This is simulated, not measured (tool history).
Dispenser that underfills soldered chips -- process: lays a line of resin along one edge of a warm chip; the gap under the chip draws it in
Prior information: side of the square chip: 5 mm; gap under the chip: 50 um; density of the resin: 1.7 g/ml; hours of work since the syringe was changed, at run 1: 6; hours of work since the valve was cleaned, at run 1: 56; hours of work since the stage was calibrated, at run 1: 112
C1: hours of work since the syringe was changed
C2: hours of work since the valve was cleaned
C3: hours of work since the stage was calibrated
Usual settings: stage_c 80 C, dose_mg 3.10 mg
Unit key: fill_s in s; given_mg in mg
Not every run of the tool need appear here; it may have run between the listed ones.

{"run": 1, "hour": 0.0, "stage_c": 80, "dose_mg": 3.1, "C1": 6, "C2": 56, "C3": 112, "fill_s": 9.0, "given_mg": 2.96}
{"hour": 2.6, "done": "new syringe of resin"}
{"run": 2, "hour": 4.9, "stage_c": 80, "dose_mg": 3.1, "C1": 2, "C2": 60, "C3": 116, "fill_s": 6.7, "given_mg": 3.01}
{"hour": 13.8, "done": "new syringe of resin"}
{"run": 3, "hour": 16.0, "stage_c": 80, "dose_mg": 2.97, "C1": 2, "C2": 68, "C3": 124, "fill_s": 6.5, "given_mg": 2.79}
{"run": 4, "hour": 23.4, "stage_c": 80, "dose_mg": 2.97, "C1": 7, "C2": 74, "C3": 130, "fill_s": 10.1, "given_mg": 2.83}
{"hour": 24.6, "done": "new syringe of resin"}
{"run": 5, "hour": 34.3, "stage_c": 80, "dose_mg": 3.1, "C1": 8, "C2": 82, "C3": 138, "fill_s": 10.2, "given_mg": 2.93}
{"hour": 35.6, "done": "new syringe of resin"}
{"run": 6, "hour": 45.1, "stage_c": 68, "dose_mg": 2.77, "C1": 7, "C2": 90, "C3": 146, "fill_s": 17.7, "given_mg": 2.61}
{"hour": 46.1, "done": "new syringe of resin"}
{"run": 7, "hour": 52.5, "stage_c": 68, "dose_mg": 2.77, "C1": 5, "C2": 96, "C3": 152, "fill_s": 14.6, "given_mg": 2.65}
{"hour": 56.6, "done": "new syringe of resin"}
{"run": 8, "hour": 62.2, "stage_c": 77, "dose_mg": 3.1, "C1": 4, "C2": 103, "C3": 159, "fill_s": 9.1, "given_mg": 2.97}
{"hour": 67.0, "done": "new syringe of resin"}
{"run": 9, "hour": 72.1, "stage_c": 86, "dose_mg": 3.2, "C1": 4, "C2": 110, "C3": 166, "fill_s": 6.2, "given_mg": 2.94}
{"hour": 77.3, "done": "new syringe of resin"}
{"run": 10, "hour": 80.2, "stage_c": 86, "dose_mg": 2.68, "C1": 2, "C2": 116, "C3": 172, "fill_s": 5.2, "given_mg": 2.47}

Measured less the same run without the tool's hidden state. The same run-to-run variation is in both; the gauge's scatter may not be:
Unlogged tool condition in this case: resin's viscosity, % of fresh resin's; dose that the valve gives, % of what is set; true chip temperature over the reading, C; drift of the gauge itself on fill_s, %; drift of the gauge itself on given_mg, %.
run=1 fill_s=+3.2 given_mg=-0.12
run=2 fill_s=+0.7 given_mg=-0.12
run=3 fill_s=+0.7 given_mg=-0.13
run=4 fill_s=+4.3 given_mg=-0.14
run=5 fill_s=+4.1 given_mg=-0.16
run=6 fill_s=+7.2 given_mg=-0.16
run=7 fill_s=+4.3 given_mg=-0.17
run=8 fill_s=+2.2 given_mg=-0.20
run=9 fill_s=+1.4 given_mg=-0.22
run=10 fill_s=+0.7 given_mg=-0.19
